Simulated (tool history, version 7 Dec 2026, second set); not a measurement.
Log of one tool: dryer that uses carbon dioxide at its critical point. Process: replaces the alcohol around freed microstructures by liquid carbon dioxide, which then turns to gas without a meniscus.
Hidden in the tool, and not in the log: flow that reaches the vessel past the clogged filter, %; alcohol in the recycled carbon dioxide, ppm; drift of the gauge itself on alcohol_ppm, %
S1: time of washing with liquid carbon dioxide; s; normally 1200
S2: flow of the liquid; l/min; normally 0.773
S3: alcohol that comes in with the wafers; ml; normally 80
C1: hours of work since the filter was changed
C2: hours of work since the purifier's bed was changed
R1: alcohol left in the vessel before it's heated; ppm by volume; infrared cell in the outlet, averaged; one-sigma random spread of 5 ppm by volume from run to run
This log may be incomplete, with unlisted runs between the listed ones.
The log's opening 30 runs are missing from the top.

run,hour,S1,S2,S3,C1,C2,R1
31,446.4,1500,0.827,23,123,527,161
32,462.0,1020,0.679,23,133,537,232
33,471.5,1200,0.615,90,139,543,366
34,485.8,1200,0.615,90,149,552,373
35,503.8,780,0.964,20,160,564,199
36,514.9,780,0.964,20,167,571,205
37,526.9,780,0.964,20,175,579,210
38,544.5,780,0.964,20,187,590,226

Below are 3 alternative next runs, each starting from the tool's condition after run 38. Predict each:
A,553.5,960,0.866,59,192,596,?
B,553.5,1200,1.155,64,192,596,?
C,553.5,1620,0.964,34,192,596,?

run,R1
A,261
B,191
C,190
The same runs, with their run-to-run variation unchanged, on a tool lacking any hidden condition would have given:
run,R1
A,55
B,10
C,11

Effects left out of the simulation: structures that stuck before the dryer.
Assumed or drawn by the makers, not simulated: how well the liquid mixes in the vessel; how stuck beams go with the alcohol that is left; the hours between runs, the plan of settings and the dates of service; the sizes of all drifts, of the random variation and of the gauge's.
